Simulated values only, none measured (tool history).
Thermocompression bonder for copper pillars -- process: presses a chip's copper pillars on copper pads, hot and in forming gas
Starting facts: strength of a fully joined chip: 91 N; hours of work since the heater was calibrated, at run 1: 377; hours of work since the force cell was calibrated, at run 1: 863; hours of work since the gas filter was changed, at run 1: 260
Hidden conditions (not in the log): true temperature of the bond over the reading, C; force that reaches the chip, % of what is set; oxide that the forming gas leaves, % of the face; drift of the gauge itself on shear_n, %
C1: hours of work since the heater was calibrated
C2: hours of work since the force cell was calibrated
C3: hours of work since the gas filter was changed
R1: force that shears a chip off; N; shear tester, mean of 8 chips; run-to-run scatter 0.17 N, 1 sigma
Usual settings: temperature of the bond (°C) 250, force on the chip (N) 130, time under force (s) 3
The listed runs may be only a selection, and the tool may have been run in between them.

run 1 hour=0 | temperature_of_the_bond_(°C)=250 force_on_the_chip_(N)=130 time_under_force_(s)=3 | C1=377 C2=863 C3=260 | R1=42.2
run 2 hour=27.9 | temperature_of_the_bond_(°C)=250 force_on_the_chip_(N)=130 time_under_force_(s)=5 | C1=399 C2=885 C3=282 | R1=50.1
run 3 hour=59.7 | temperature_of_the_bond_(°C)=250 force_on_the_chip_(N)=130 time_under_force_(s)=5 | C1=424 C2=911 C3=307 | R1=49.8
-- hour=66.2 forming gas filter changed
run 4 hour=84.9 | temperature_of_the_bond_(°C)=250 force_on_the_chip_(N)=130 time_under_force_(s)=5 | C1=444 C2=930 C3=15 | R1=52.7
run 5 hour=106.2 | temperature_of_the_bond_(°C)=250 force_on_the_chip_(N)=130 time_under_force_(s)=5 | C1=461 C2=947 C3=32 | R1=53.3
run 6 hour=130.4 | temperature_of_the_bond_(°C)=250 force_on_the_chip_(N)=130 time_under_force_(s)=5 | C1=480 C2=967 C3=51 | R1=52.8
run 7 hour=157 | temperature_of_the_bond_(°C)=250 force_on_the_chip_(N)=130 time_under_force_(s)=5 | C1=501 C2=988 C3=72 | R1=52.4
run 8 hour=183.3 | temperature_of_the_bond_(°C)=250 force_on_the_chip_(N)=114 time_under_force_(s)=3 | C1=522 C2=1009 C3=93 | R1=39.5
run 9 hour=219.3 | temperature_of_the_bond_(°C)=250 force_on_the_chip_(N)=130 time_under_force_(s)=3 | C1=551 C2=1037 C3=122 | R1=43.9
run 10 hour=264.4 | temperature_of_the_bond_(°C)=250 force_on_the_chip_(N)=130 time_under_force_(s)=2 | C1=587 C2=1073 C3=158 | R1=37.7
run 11 hour=284.8 | temperature_of_the_bond_(°C)=250 force_on_the_chip_(N)=130 time_under_force_(s)=2 | C1=603 C2=1090 C3=174 | R1=37.8
-- hour=290.4 force cell calibrated
run 12 hour=334.3 | temperature_of_the_bond_(°C)=250 force_on_the_chip_(N)=177 time_under_force_(s)=2 | C1=641 C2=35 C3=212 | R1=49
run 13 hour=380.7 | temperature_of_the_bond_(°C)=250 force_on_the_chip_(N)=134 time_under_force_(s)=2 | C1=678 C2=72 C3=249 | R1=37.9
run 14 hour=416.6 | temperature_of_the_bond_(°C)=250 force_on_the_chip_(N)=130 time_under_force_(s)=3 | C1=707 C2=100 C3=278 | R1=42.6
-- hour=461.8 forming gas filter changed
run 15 hour=466.2 | temperature_of_the_bond_(°C)=250 force_on_the_chip_(N)=130 time_under_force_(s)=3 | C1=746 C2=140 C3=4 | R1=45.1
run 16 hour=490.2 | temperature_of_the_bond_(°C)=250 force_on_the_chip_(N)=130 time_under_force_(s)=6 | C1=765 C2=159 C3=23 | R1=56.3
-- hour=508.4 force cell calibrated, once more
run 17 hour=530.5 | temperature_of_the_bond_(°C)=270 force_on_the_chip_(N)=130 time_under_force_(s)=3 | C1=796 C2=18 C3=54 | R1=60.5
run 18 hour=565.5 | temperature_of_the_bond_(°C)=250 force_on_the_chip_(N)=130 time_under_force_(s)=3 | C1=824 C2=45 C3=81 | R1=46.6
run 19 hour=610 | temperature_of_the_bond_(°C)=246 force_on_the_chip_(N)=130 time_under_force_(s)=3 | C1=859 C2=81 C3=117 | R1=43.9
run 20 hour=655.7 | temperature_of_the_bond_(°C)=251 force_on_the_chip_(N)=152 time_under_force_(s)=5 | C1=896 C2=117 C3=153 | R1=61.5
run 21 hour=700.2 | temperature_of_the_bond_(°C)=251 force_on_the_chip_(N)=152 time_under_force_(s)=5 | C1=931 C2=153 C3=189 | R1=61.3
run 22 hour=729.7 | temperature_of_the_bond_(°C)=229 force_on_the_chip_(N)=150 time_under_force_(s)=4 | C1=955 C2=176 C3=212 | R1=42.2
run 23 hour=775.5 | temperature_of_the_bond_(°C)=254 force_on_the_chip_(N)=130 time_under_force_(s)=8 | C1=991 C2=213 C3=249 | R1=64.1
run 24 hour=818 | temperature_of_the_bond_(°C)=243 force_on_the_chip_(N)=138 time_under_force_(s)=8 | C1=1025 C2=247 C3=282 | R1=58.6
run 25 hour=842.9 | temperature_of_the_bond_(°C)=243 force_on_the_chip_(N)=138 time_under_force_(s)=8 | C1=1045 C2=266 C3=302 | R1=58.4
-- hour=856.7 forming gas filter changed
run 26 hour=865.8 | temperature_of_the_bond_(°C)=233 force_on_the_chip_(N)=96 time_under_force_(s)=2 | C1=1063 C2=284 C3=7 | R1=23.2
run 27 hour=907.3 | temperature_of_the_bond_(°C)=262 force_on_the_chip_(N)=93 time_under_force_(s)=8 | C1=1096 C2=317 C3=40 | R1=58
run 28 hour=946.4 | temperature_of_the_bond_(°C)=262 force_on_the_chip_(N)=93 time_under_force_(s)=8 | C1=1127 C2=348 C3=71 | R1=57.5
run 29 hour=971.2 | temperature_of_the_bond_(°C)=262 force_on_the_chip_(N)=187 time_under_force_(s)=6 | C1=1147 C2=368 C3=91 | R1=78.8
run 30 hour=1002.8 | temperature_of_the_bond_(°C)=278 force_on_the_chip_(N)=107 time_under_force_(s)=6 | C1=1172 C2=393 C3=116 | R1=68.4
run 31 hour=1050.1 | temperature_of_the_bond_(°C)=278 force_on_the_chip_(N)=107 time_under_force_(s)=6 | C1=1209 C2=431 C3=154 | R1=67.8
run 32 hour=1098.2 | temperature_of_the_bond_(°C)=279 force_on_the_chip_(N)=107 time_under_force_(s)=8 | C1=1248 C2=469 C3=192 | R1=72.1
run 33 hour=1119.1 | temperature_of_the_bond_(°C)=234 force_on_the_chip_(N)=171 time_under_force_(s)=8 | C1=1264 C2=486 C3=209 | R1=62.4
run 34 hour=1159.1 | temperature_of_the_bond_(°C)=234 force_on_the_chip_(N)=171 time_under_force_(s)=8 | C1=1296 C2=518 C3=241 | R1=61.8
run 35 hour=1205.3 | temperature_of_the_bond_(°C)=250 force_on_the_chip_(N)=162 time_under_force_(s)=2 | C1=1333 C2=555 C3=278 | R1=48.5
run 36 hour=1235.5 | temperature_of_the_bond_(°C)=250 force_on_the_chip_(N)=162 time_under_force_(s)=2 | C1=1357 C2=579 C3=302 | R1=47.9

What would each run have given without the hidden state, its run-to-run variation left as it was?
run=1 R1=44.2
run=2 R1=52.7
run=3 R1=52.6
run=4 R1=52.4
run=5 R1=53.1
run=6 R1=52.8
run=7 R1=52.5
run=8 R1=39.7
run=9 R1=44.4
run=10 R1=38.2
run=11 R1=38.5
run=12 R1=50.6
run=13 R1=39.4
run=14 R1=44.4
run=15 R1=44.4
run=16 R1=55.7
run=17 R1=58
run=18 R1=44.1
run=19 R1=41.6
run=20 R1=59.9
run=21 R1=60
run=22 R1=40.2
run=23 R1=63.7
run=24 R1=58
run=25 R1=58
run=26 R1=20.8
run=27 R1=54.7
run=28 R1=54.5
run=29 R1=77.6
run=30 R1=66.6
run=31 R1=66.5
run=32 R1=71.8
run=33 R1=60.4
run=34 R1=60.1
run=35 R1=46.9
run=36 R1=46.6

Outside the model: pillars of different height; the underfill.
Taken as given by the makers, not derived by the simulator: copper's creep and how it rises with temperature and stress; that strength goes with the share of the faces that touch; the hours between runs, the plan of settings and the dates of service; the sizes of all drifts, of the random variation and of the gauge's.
